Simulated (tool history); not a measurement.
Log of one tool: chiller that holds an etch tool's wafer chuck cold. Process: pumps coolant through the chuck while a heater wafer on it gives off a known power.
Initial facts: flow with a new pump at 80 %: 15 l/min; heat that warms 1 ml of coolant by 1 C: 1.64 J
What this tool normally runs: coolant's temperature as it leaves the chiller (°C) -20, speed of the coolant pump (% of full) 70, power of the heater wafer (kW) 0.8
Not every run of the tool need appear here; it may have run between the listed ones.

run	hour	coolant's temperature as it leaves the chiller (°C)	speed of the coolant pump (% of full)	power of the heater wafer (kW)	chuck's temperature once it has settled (°C)	how much warmer the coolant comes back (C)
1	0	-20	70	0.8	-10.4	2.23
2	71	-20	70	0.8	-10.7	2.22
3	145.3	-20	70	1.152	-6.4	3.21
4	209.6	-17	70	1.152	-3.4	3.21
5	272.2	-17	70	1.152	-3.4	3.22
6	324.2	-17	70	1.152	-3.3	3.19
7	395.8	-17	70	1.152	-3.4	3.2
8	443.4	-17	70	1.152	-3.4	3.14
# hour 522.7: coolant changed, channels flushed
9	523	-17	70	1.152	-3.4	3.19
10	593.4	-17	70	1.152	-3.4	3.15
11	646.3	-17	70	1.152	-3.5	3.12
12	725.4	-17	70	1.152	-3.5	3.08
13	763.4	-17	70	1.152	-3.6	3.12
14	806.2	-20	70	0.446	-14.7	1.14
15	850.7	-20	70	0.446	-14.6	1.16
16	892.8	-27	70	0.8	-17.6	2.1
17	963.2	-20	92	1.143	-8.9	2.34
18	998.8	-20	92	1.143	-8.8	2.29
19	1054.6	-20	92	1.143	-8.8	2.27
20	1104.9	-24	92	1.044	-13.8	2.06
21	1155.3	-22	62	0.695	-13	2.01
22	1204.7	-27	85	0.8	-18.9	1.69
23	1254.6	-27	85	0.8	-19	1.67
24	1326.1	-13	87	0.437	-8.6	0.78
25	1402.4	-20	70	1.051	-7.6	2.79
26	1452.3	-12	95	0.64	-6.2	1.07
27	1485.5	-20	96	0.404	-16.2	0.64
# hour 1510.3: gauge calibrated
28	1545.3	-11	84	0.404	-6.9	0.95
29	1597.2	-15	97	0.478	-10.6	0.92
30	1675	-15	63	1.15	-0.5	3.52
31	1748.7	-22	67	0.957	-10.4	2.78

Each row is a separate what-if for the run after 31, all from the same tool condition, not one after another. Results?
A	1818.5	-20	70	0.8	?	?
B	1818.5	-30	75	0.478	?	?
C	1818.5	-22	93	0.905	?	?
D	1818.5	-20	78	0.666	?	?
E	1818.5	-20	73	0.8	?	?

run	chuck's temperature once it has settled (°C)	how much warmer the coolant comes back (C)
A	-10.5	2.26
B	-24.9	1.16
C	-13.3	1.86
D	-12.8	1.64
E	-10.9	2.13
With the hidden condition removed and each run's random variation left untouched, the same runs would have given:
run	chuck's temperature once it has settled (°C)	how much warmer the coolant comes back (C)
A	-10.5	2.3
B	-25	1.2
C	-13.3	1.89
D	-12.8	1.68
E	-10.9	2.17
